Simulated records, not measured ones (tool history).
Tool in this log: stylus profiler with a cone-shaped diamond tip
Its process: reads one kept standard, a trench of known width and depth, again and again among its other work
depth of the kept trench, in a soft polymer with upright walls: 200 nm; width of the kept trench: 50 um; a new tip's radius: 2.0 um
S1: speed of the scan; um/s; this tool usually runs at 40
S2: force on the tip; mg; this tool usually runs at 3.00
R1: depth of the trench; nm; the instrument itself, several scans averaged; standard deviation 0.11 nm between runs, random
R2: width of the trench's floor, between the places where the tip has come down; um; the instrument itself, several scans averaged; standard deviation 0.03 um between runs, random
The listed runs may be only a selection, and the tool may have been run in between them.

run	hour	S1	S2	R1	R2
1	0.0	40	3.00	203.32	48.06
2	14.8	40	8.96	206.99	48.16
3	28.2	40	8.96	206.99	48.19
4	39.8	40	3.00	203.34	48.13
5	57.6	40	3.00	203.22	48.07
6	69.3	40	3.00	203.31	48.16
7	80.9	36	3.00	203.22	48.08
8	89.4	36	3.00	203.38	48.20
9	105.2	36	3.00	203.44	48.10
10	116.9	18	3.00	203.38	48.16
11	124.3	40	3.00	203.48	48.11
12	135.2	40	3.00	203.05	48.13
13	145.0	40	3.00	203.29	48.11
14	152.3	40	3.00	203.30	48.10
15	160.1	40	1.66	202.23	48.04
16	169.3	40	1.66	202.33	48.01
17	185.8	126	3.00	203.34	47.78
18	200.1	40	3.00	203.47	48.05
19	210.7	40	1.76	202.23	48.09
20	218.8	40	1.76	202.33	48.03
21	227.9	28	3.59	203.69	48.16
22	235.9	40	8.86	206.73	48.13
23	247.8	77	2.01	202.48	47.93
24	259.1	139	2.82	203.30	47.72
25	274.2	15	1.42	201.95	48.20
26	281.4	14	8.67	206.71	48.24
27	295.9	14	8.67	206.78	48.21
28	310.7	59	1.33	202.09	47.89
29	322.4	120	5.38	204.94	47.89
30	338.4	16	3.41	203.79	48.21
31	352.1	16	3.41	203.65	48.19
32	365.8	136	4.39	204.30	47.91
33	382.0	150	8.76	206.88	47.95
34	398.0	46	4.90	204.63	48.18
35	413.5	46	4.90	204.60	48.09
36	423.7	46	4.90	204.73	48.10
37	440.3	157	4.22	204.29	47.81
38	452.5	36	1.02	201.54	48.03
39	460.6	62	5.10	204.73	48.04

Each row is a separate what-if for the run after 39, all from the same tool condition, not one after another. Results?
A	469.5	26	5.76	?	?
B	469.5	134	2.37	?	?
C	469.5	34	1.55	?	?

run	R1	R2
A	205.21	48.15
B	202.82	47.75
C	202.13	48.09
Without the tool's hidden state the same runs would have given:
run	R1	R2
A	205.22	48.15
B	202.82	47.75
C	202.13	48.09

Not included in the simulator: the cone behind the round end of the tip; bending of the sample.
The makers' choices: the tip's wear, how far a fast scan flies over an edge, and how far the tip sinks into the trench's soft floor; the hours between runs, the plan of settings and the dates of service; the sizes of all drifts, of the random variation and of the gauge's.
